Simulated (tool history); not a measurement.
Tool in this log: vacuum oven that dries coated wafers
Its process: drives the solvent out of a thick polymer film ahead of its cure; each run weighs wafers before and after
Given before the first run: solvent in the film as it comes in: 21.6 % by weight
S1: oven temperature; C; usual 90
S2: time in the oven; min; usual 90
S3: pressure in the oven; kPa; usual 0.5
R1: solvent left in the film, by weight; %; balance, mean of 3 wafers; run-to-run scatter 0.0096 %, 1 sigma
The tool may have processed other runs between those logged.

run 1 hour=0 | S1=90 S2=90 S3=0.5 | R1=0.827
run 2 hour=10.2 | S1=90 S2=90 S3=0.5 | R1=0.844
run 3 hour=22.1 | S1=90 S2=90 S3=0.5 | R1=0.838
run 4 hour=36.9 | S1=90 S2=90 S3=0.72 | R1=0.911
run 5 hour=46.3 | S1=90 S2=90 S3=0.72 | R1=0.92
run 6 hour=55.7 | S1=90 S2=90 S3=0.72 | R1=0.934
run 7 hour=71.8 | S1=90 S2=90 S3=0.72 | R1=0.933
run 8 hour=88.7 | S1=91 S2=90 S3=0.72 | R1=0.804
run 9 hour=99.5 | S1=91 S2=90 S3=0.72 | R1=0.804
run 10 hour=110.8 | S1=91 S2=134 S3=0.72 | R1=0.403
run 11 hour=124.9 | S1=91 S2=134 S3=0.72 | R1=0.405
run 12 hour=140.2 | S1=91 S2=134 S3=0.72 | R1=0.413
run 13 hour=150.8 | S1=91 S2=134 S3=0.72 | R1=0.401
run 14 hour=166.1 | S1=91 S2=134 S3=0.72 | R1=0.415
run 15 hour=176 | S1=82 S2=90 S3=0.5 | R1=2.424
run 16 hour=191.1 | S1=82 S2=90 S3=0.5 | R1=2.422
run 17 hour=199.1 | S1=82 S2=90 S3=0.5 | R1=2.407
run 18 hour=206.7 | S1=90 S2=90 S3=0.5 | R1=0.817
run 19 hour=214 | S1=90 S2=90 S3=0.5 | R1=0.814
run 20 hour=221.9 | S1=90 S2=90 S3=0.5 | R1=0.797
run 21 hour=230.4 | S1=90 S2=90 S3=0.5 | R1=0.82
run 22 hour=245.6 | S1=100 S2=90 S3=0.5 | R1=0.22
run 23 hour=263.4 | S1=90 S2=87 S3=0.5 | R1=0.882
run 24 hour=273.5 | S1=90 S2=115 S3=0.714 | R1=0.549
run 25 hour=282.3 | S1=81 S2=79 S3=0.689 | R1=3.431

Predict the results of run 26:
run 26 hour=299.8 | S1=100 S2=86 S3=0.291 | R1=?

{"run 26": {"R1": 0.166}}
Were there no unlogged condition in the tool, this run, its random variation unchanged, would have produced R1 0.159 %.
